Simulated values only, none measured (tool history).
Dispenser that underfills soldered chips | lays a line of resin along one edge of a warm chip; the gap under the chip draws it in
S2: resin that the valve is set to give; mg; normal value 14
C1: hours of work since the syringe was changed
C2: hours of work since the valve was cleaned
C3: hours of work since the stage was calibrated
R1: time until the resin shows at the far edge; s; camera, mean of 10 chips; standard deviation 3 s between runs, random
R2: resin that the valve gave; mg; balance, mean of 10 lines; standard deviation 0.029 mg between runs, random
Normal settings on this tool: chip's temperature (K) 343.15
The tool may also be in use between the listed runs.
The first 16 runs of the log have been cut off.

{"run": 17, "hour": 55.5, "chip's temperature (K)": 343.15, "S2": 15.9, "C1": 2, "C2": 18, "C3": 83, "R1": 325.2, "R2": 15.74}
{"run": 18, "hour": 58.5, "chip's temperature (K)": 347.15, "S2": 15.3, "C1": 4, "C2": 20, "C3": 85, "R1": 313, "R2": 15.21}
{"run": 19, "hour": 62.5, "chip's temperature (K)": 336.15, "S2": 15.3, "C1": 7, "C2": 23, "C3": 88, "R1": 483.4, "R2": 15.12}
{"run": 20, "hour": 64.6, "chip's temperature (K)": 334.15, "S2": 18, "C1": 8, "C2": 24, "C3": 90, "R1": 552.8, "R2": 17.8}
{"hour": 67.6, "done": "new syringe of resin"}
{"run": 21, "hour": 68.8, "chip's temperature (K)": 329.15, "S2": 14, "C1": 1, "C2": 27, "C3": 92, "R1": 496.4, "R2": 13.84}
{"run": 22, "hour": 72.9, "chip's temperature (K)": 329.15, "S2": 14, "C1": 4, "C2": 30, "C3": 95, "R1": 553.5, "R2": 13.87}
{"run": 23, "hour": 77.4, "chip's temperature (K)": 347.15, "S2": 17.2, "C1": 7, "C2": 33, "C3": 98, "R1": 352.6, "R2": 17.02}
{"run": 24, "hour": 79.4, "chip's temperature (K)": 347.15, "S2": 15.6, "C1": 8, "C2": 34, "C3": 99, "R1": 371.7, "R2": 15.4}
{"hour": 82.6, "done": "new syringe of resin"}
{"run": 25, "hour": 84.2, "chip's temperature (K)": 342.15, "S2": 17.6, "C1": 1, "C2": 37, "C3": 103, "R1": 334.9, "R2": 17.35}
{"run": 26, "hour": 87.7, "chip's temperature (K)": 342.15, "S2": 17.6, "C1": 4, "C2": 40, "C3": 105, "R1": 365.6, "R2": 17.28}
{"run": 27, "hour": 91.7, "chip's temperature (K)": 333.15, "S2": 17.9, "C1": 6, "C2": 42, "C3": 108, "R1": 541.9, "R2": 17.68}
{"run": 28, "hour": 94.2, "chip's temperature (K)": 333.15, "S2": 17.9, "C1": 8, "C2": 44, "C3": 109, "R1": 585.6, "R2": 17.58}
{"hour": 97.7, "done": "new syringe of resin"}
{"run": 29, "hour": 98.7, "chip's temperature (K)": 340.15, "S2": 15.1, "C1": 1, "C2": 47, "C3": 112, "R1": 348.9, "R2": 14.85}
{"run": 30, "hour": 100.8, "chip's temperature (K)": 340.15, "S2": 15.1, "C1": 2, "C2": 48, "C3": 114, "R1": 365.5, "R2": 14.88}
{"run": 31, "hour": 102.6, "chip's temperature (K)": 336.15, "S2": 13.5, "C1": 3, "C2": 50, "C3": 115, "R1": 438.2, "R2": 13.32}

Forecast each of these 4 alternatives for the next run:
{"run": "A", "hour": 106.7, "chip's temperature (K)": 343.15, "S2": 16, "C1": 6, "C2": 52, "C3": 118, "R1": "?", "R2": "?"}
{"run": "B", "hour": 106.7, "chip's temperature (K)": 351.15, "S2": 16.9, "C1": 6, "C2": 52, "C3": 118, "R1": "?", "R2": "?"}
{"run": "C", "hour": 106.7, "chip's temperature (K)": 354.15, "S2": 14, "C1": 6, "C2": 52, "C3": 118, "R1": "?", "R2": "?"}
{"run": "D", "hour": 106.7, "chip's temperature (K)": 334.15, "S2": 18, "C1": 6, "C2": 52, "C3": 118, "R1": "?", "R2": "?"}

run=A R1=395.2 R2=15.68
run=B R1=311.1 R2=16.53
run=C R1=287.5 R2=13.74
run=D R1=527.5 R2=17.65
What these runs would have given with no unlogged condition in the tool:
run=A R1=298.6 R2=15.98
run=B R1=235.4 R2=16.84
run=C R1=217.4 R2=14
run=D R1=398.1 R2=17.99

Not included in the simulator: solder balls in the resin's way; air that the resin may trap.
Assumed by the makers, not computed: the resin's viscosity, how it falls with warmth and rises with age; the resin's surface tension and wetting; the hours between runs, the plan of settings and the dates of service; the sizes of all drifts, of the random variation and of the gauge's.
